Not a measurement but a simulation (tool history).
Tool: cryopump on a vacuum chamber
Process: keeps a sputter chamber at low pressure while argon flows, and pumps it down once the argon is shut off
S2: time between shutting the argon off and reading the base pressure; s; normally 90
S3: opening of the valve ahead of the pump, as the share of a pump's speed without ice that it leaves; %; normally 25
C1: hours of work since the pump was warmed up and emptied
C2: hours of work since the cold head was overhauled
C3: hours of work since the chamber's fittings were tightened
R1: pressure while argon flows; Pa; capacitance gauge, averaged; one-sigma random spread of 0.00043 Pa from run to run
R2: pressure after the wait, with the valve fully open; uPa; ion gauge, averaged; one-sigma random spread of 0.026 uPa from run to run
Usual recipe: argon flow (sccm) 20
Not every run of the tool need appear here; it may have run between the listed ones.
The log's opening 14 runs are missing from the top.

{"run": 15, "hour": 181.5, "argon flow (sccm)": 16, "S2": 90, "S3": 25, "C1": 80, "C2": 466, "C3": 189, "R1": 0.0659, "R2": 1.22}
{"run": 16, "hour": 189.6, "argon flow (sccm)": 16, "S2": 90, "S3": 25, "C1": 87, "C2": 472, "C3": 196, "R1": 0.0662, "R2": 1.25}
{"run": 17, "hour": 197.3, "argon flow (sccm)": 20, "S2": 90, "S3": 32, "C1": 93, "C2": 479, "C3": 202, "R1": 0.0649, "R2": 1.25}
{"run": 18, "hour": 206.2, "argon flow (sccm)": 19, "S2": 68, "S3": 37, "C1": 100, "C2": 486, "C3": 209, "R1": 0.0534, "R2": 1.61}
{"run": 19, "hour": 223.7, "argon flow (sccm)": 13, "S2": 90, "S3": 17, "C1": 115, "C2": 500, "C3": 224, "R1": 0.0793, "R2": 1.24}
{"run": 20, "hour": 237.3, "argon flow (sccm)": 15, "S2": 61, "S3": 51, "C1": 126, "C2": 511, "C3": 235, "R1": 0.0311, "R2": 1.72}
{"run": 21, "hour": 254.6, "argon flow (sccm)": 15, "S2": 143, "S3": 51, "C1": 140, "C2": 525, "C3": 249, "R1": 0.0318, "R2": 0.92}
{"run": 22, "hour": 272.2, "argon flow (sccm)": 15, "S2": 143, "S3": 51, "C1": 154, "C2": 539, "C3": 263, "R1": 0.0311, "R2": 0.9}
{"run": 23, "hour": 280.9, "argon flow (sccm)": 15, "S2": 143, "S3": 51, "C1": 161, "C2": 546, "C3": 270, "R1": 0.0305, "R2": 0.88}
{"run": 24, "hour": 295.6, "argon flow (sccm)": 20, "S2": 161, "S3": 24, "C1": 173, "C2": 558, "C3": 282, "R1": 0.0871, "R2": 0.86}
{"run": 25, "hour": 304.3, "argon flow (sccm)": 20, "S2": 161, "S3": 24, "C1": 180, "C2": 565, "C3": 289, "R1": 0.0869, "R2": 0.84}
{"run": 26, "hour": 317.1, "argon flow (sccm)": 20, "S2": 161, "S3": 24, "C1": 190, "C2": 576, "C3": 299, "R1": 0.088, "R2": 0.86}
{"run": 27, "hour": 329.9, "argon flow (sccm)": 20, "S2": 161, "S3": 24, "C1": 201, "C2": 586, "C3": 310, "R1": 0.0878, "R2": 0.86}
{"run": 28, "hour": 339.5, "argon flow (sccm)": 20, "S2": 161, "S3": 24, "C1": 208, "C2": 594, "C3": 318, "R1": 0.0872, "R2": 0.9}
{"run": 29, "hour": 356.1, "argon flow (sccm)": 20, "S2": 161, "S3": 24, "C1": 222, "C2": 607, "C3": 331, "R1": 0.0873, "R2": 0.87}
{"run": 30, "hour": 363.6, "argon flow (sccm)": 13, "S2": 82, "S3": 57, "C1": 228, "C2": 613, "C3": 337, "R1": 0.0243, "R2": 1.39}
{"run": 31, "hour": 375.2, "argon flow (sccm)": 20, "S2": 289, "S3": 16, "C1": 237, "C2": 623, "C3": 346, "R1": 0.1301, "R2": 0.66}
{"run": 32, "hour": 390.9, "argon flow (sccm)": 11, "S2": 289, "S3": 16, "C1": 250, "C2": 636, "C3": 359, "R1": 0.071, "R2": 0.66}
{"run": 33, "hour": 405.2, "argon flow (sccm)": 11, "S2": 88, "S3": 17, "C1": 262, "C2": 647, "C3": 371, "R1": 0.0673, "R2": 1.28}
{"run": 34, "hour": 415.1, "argon flow (sccm)": 11, "S2": 268, "S3": 16, "C1": 270, "C2": 655, "C3": 379, "R1": 0.0714, "R2": 0.69}

Consider 4 possible next runs. They are alternatives, not a sequence: every one starts from the tool as it was left by run 34. What does each give?
{"run": "A", "hour": 427.3, "argon flow (sccm)": 35, "S2": 31, "S3": 43, "C1": 280, "C2": 665, "C3": 389, "R1": "?", "R2": "?"}
{"run": "B", "hour": 427.3, "argon flow (sccm)": 10, "S2": 33, "S3": 52, "C1": 280, "C2": 665, "C3": 389, "R1": "?", "R2": "?"}
{"run": "C", "hour": 427.3, "argon flow (sccm)": 17, "S2": 29, "S3": 16, "C1": 280, "C2": 665, "C3": 389, "R1": "?", "R2": "?"}
{"run": "D", "hour": 427.3, "argon flow (sccm)": 11, "S2": 268, "S3": 40, "C1": 280, "C2": 665, "C3": 389, "R1": "?", "R2": "?"}

run=A R1=0.0879 R2=3.04
run=B R1=0.0208 R2=2.88
run=C R1=0.1113 R2=3.3
run=D R1=0.0298 R2=0.69
Stripped of hidden state, with their random variation kept, the same runs would have yielded:
run=A R1=0.0837 R2=2.84
run=B R1=0.0197 R2=2.68
run=C R1=0.1093 R2=3.09
run=D R1=0.0285 R2=0.49

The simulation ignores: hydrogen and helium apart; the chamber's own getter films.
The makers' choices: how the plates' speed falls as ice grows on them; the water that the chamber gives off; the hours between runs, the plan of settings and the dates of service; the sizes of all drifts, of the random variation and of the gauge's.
